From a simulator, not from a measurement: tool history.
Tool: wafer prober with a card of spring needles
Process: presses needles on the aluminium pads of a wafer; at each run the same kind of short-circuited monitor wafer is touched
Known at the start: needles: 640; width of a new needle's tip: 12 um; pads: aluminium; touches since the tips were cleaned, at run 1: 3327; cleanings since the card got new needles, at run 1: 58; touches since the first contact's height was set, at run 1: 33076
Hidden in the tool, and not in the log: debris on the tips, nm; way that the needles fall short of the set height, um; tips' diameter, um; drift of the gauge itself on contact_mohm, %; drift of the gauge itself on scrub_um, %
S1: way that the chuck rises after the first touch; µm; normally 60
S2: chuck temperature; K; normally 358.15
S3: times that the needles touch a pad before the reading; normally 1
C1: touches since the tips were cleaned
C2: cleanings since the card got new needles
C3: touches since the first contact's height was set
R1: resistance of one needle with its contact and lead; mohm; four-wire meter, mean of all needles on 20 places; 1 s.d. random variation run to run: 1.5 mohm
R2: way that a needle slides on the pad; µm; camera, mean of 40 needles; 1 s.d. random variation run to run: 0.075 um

| run | hour | S1 | S2 | S3 | C1 | C2 | C3 | R1 | R2 |
|---|---|---|---|---|---|---|---|---|---|
| 1 | 0 | 60 | 358.15 | 1 | 3327 | 58 | 33076 | 132 | 10.71 |
|  | 2.6 | tips cleaned on abrasive film |
|  | 14.4 | tips cleaned on abrasive film |
|  | 26.6 | tips cleaned on abrasive film |
|  | 38.4 | tips cleaned on abrasive film |
| 2 | 43.2 | 60 | 358.15 | 1 | 1927 | 62 | 50264 | 134 | 10.67 |
|  | 50.7 | tips cleaned on abrasive film |
|  | 63.2 | tips cleaned on abrasive film |
|  | 74.7 | tips cleaned on abrasive film |
| 3 | 82.4 | 60 | 358.15 | 1 | 3099 | 65 | 65903 | 134 | 10.51 |
|  | 85 | tips cleaned on abrasive film |
|  | 96.8 | tips cleaned on abrasive film |
| 4 | 102.6 | 60 | 358.15 | 1 | 2294 | 67 | 73898 | 134 | 10.68 |
|  | 107.6 | tips cleaned on abrasive film |
|  | 117.6 | tips cleaned on abrasive film |
| 5 | 122.7 | 60 | 325.15 | 1 | 2063 | 69 | 81912 | 128 | 10.78 |
|  | 127.8 | tips cleaned on abrasive film |
|  | 139.5 | tips cleaned on abrasive film |
|  | 150.3 | tips cleaned on abrasive film |
|  | 162.6 | tips cleaned on abrasive film |
| 6 | 163.2 | 60 | 358.15 | 1 | 211 | 73 | 97990 | 135 | 10.62 |
|  | 174.8 | tips cleaned on abrasive film |
| 7 | 182 | 60 | 358.15 | 1 | 2903 | 74 | 105538 | 134 | 10.68 |
|  | 187.1 | tips cleaned on abrasive film |
|  | 199 | tips cleaned on abrasive film |
|  | 210.8 | tips cleaned on abrasive film |
|  | 223 | tips cleaned on abrasive film |
| 8 | 223.9 | 60 | 381.15 | 1 | 369 | 78 | 122203 | 134 | 10.57 |
|  | 233.2 | tips cleaned on abrasive film |
|  | 243.2 | tips cleaned on abrasive film |
| 9 | 243.4 | 46 | 308.15 | 3 | 59 | 80 | 129921 | 131 | 8.1 |
|  | 253.3 | tips cleaned on abrasive film |
|  | 264 | tips cleaned on abrasive film |
| 10 | 267.3 | 60 | 358.15 | 1 | 1338 | 82 | 139446 | 134 | 10.67 |
|  | 274.8 | tips cleaned on abrasive film |
|  | 284.8 | tips cleaned on abrasive film |
|  | 296.5 | tips cleaned on abrasive film |
|  | 308.9 | tips cleaned on abrasive film |
| 11 | 308.9 | 45 | 358.15 | 1 | 2 | 86 | 156011 | 134 | 8.08 |
|  | 321.3 | tips cleaned on abrasive film |
|  | 332.9 | tips cleaned on abrasive film |
|  | 344.4 | tips cleaned on abrasive film |
| 12 | 349.5 | 45 | 358.15 | 1 | 2069 | 89 | 172189 | 135 | 7.85 |
|  | 354.6 | tips cleaned on abrasive film |
|  | 366.6 | tips cleaned on abrasive film |
| 13 | 371.1 | 41 | 332.15 | 2 | 1808 | 91 | 180779 | 134 | 7.27 |

Alternative continuations, all from the tool just after run 13; predict every row:
|  | 378.6 | tips cleaned on abrasive film |
|  | 388.6 | tips cleaned on abrasive film |
| A | 397 | 46 | 332.15 | 2 | 3358 | 93 | 191078 | ? | ? |
|  | 378.6 | tips cleaned on abrasive film |
|  | 388.6 | tips cleaned on abrasive film |
| B | 397 | 60 | 347.15 | 2 | 3358 | 93 | 191078 | ? | ? |
|  | 378.6 | tips cleaned on abrasive film |
|  | 388.6 | tips cleaned on abrasive film |
| C | 397 | 45 | 304.15 | 1 | 3358 | 93 | 191078 | ? | ? |
|  | 378.6 | tips cleaned on abrasive film |
|  | 388.6 | tips cleaned on abrasive film |
| D | 397 | 70 | 356.15 | 2 | 3358 | 93 | 191078 | ? | ? |

| run | R1 | R2 |
|---|---|---|
| A | 133 | 8.17 |
| B | 132 | 10.74 |
| C | 129 | 7.99 |
| D | 131 | 12.31 |
With the hidden condition removed and each run's random variation left untouched, the same runs would have given:
| run | R1 | R2 |
|---|---|---|
| A | 133 | 8.19 |
| B | 132 | 10.75 |
| C | 129 | 8.01 |
| D | 130 | 12.32 |
